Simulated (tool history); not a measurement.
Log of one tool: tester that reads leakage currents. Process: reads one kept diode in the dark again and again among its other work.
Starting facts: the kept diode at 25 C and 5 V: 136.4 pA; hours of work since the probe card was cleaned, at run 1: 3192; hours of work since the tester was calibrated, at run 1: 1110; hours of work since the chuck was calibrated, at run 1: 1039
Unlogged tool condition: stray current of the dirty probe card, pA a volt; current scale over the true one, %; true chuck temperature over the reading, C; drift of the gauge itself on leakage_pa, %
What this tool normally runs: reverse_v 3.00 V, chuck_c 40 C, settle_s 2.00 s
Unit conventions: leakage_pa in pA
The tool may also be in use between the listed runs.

run   hour  reverse_v  chuck_c  settle_s  hours of work since the probe card was cleaned  hours of work since the tester was calibrated  hours of work since the chuck was calibrated  leakage_pa
  1    0.0       3.00       40      2.00                                            3192                                           1110                                          1039      334.97
  2   40.3       3.00       40      2.00                                            3221                                           1139                                          1068      336.11
  3  101.7       3.00       40      2.00                                            3266                                           1183                                          1113      336.31
  4  146.2       2.75       40      2.00                                            3298                                           1216                                          1145      322.39
  5  193.4       2.75       40      2.00                                            3333                                           1250                                          1179      322.88
  6  231.9       7.04       40      2.00                                            3360                                           1278                                          1207      531.01
  7  284.1       3.00       27      0.54                                            3398                                           1316                                          1245      138.05
     289.0  -- chuck's temperature calibrated
  8  337.9       3.00       27      0.54                                            3436                                           1354                                            36      140.57
  9  367.0      13.23       26      0.66                                            3457                                           1375                                            57      303.43

Run 10 comes next. What will it give?
 10  396.8      13.23       28      0.66                                            3479                                           1396                                            78           ?

Logged for run 10: leakage_pa 347.39 pA.
The same run, on a tool lacking any hidden state, would have yielded leakage_pa 289.42 pA.
